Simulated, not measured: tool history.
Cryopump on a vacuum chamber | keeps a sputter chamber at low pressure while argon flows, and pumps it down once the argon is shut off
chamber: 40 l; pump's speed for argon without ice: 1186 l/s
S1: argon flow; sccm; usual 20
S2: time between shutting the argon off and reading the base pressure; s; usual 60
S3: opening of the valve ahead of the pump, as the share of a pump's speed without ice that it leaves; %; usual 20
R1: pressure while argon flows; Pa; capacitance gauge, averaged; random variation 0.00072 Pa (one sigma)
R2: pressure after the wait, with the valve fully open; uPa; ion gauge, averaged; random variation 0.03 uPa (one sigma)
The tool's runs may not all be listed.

run	hour	S1	S2	S3	R1	R2
1	0	20	60	20	0.144	1.94
2	26.6	20	149	20	0.1446	1.21
3	45.4	20	149	20	0.1439	1.21
4	75	20	211	20	0.1428	1.09
5	97.4	20	211	20	0.1444	1.1
6	123.9	20	34	20	0.1457	2.97
7	153.7	20	60	33	0.0891	2
8	184.5	20	60	48	0.0626	2.07
9	213.6	31	60	47	0.0986	2.01
10	228.8	27	41	20	0.1972	2.56
11	256.8	27	41	20	0.1969	2.69
12	274	21	28	20	0.1539	3.58
13	300.9	13	84	20	0.0963	1.69

4 ways to go on from here, each from the tool as it stands after run 13. What would each give?
A	319.2	20	35	17	?	?
B	319.2	33	176	26	?	?
C	319.2	31	35	50	?	?
D	319.2	27	60	18	?	?

run	R1	R2
A	0.1692	2.93
B	0.186	1.2
C	0.0944	2.93
D	0.2194	2.07
Without the tool's hidden state the same runs would have given:
run	R1	R2
A	0.1653	2.39
B	0.1796	0.67
C	0.0883	2.4
D	0.2141	1.53
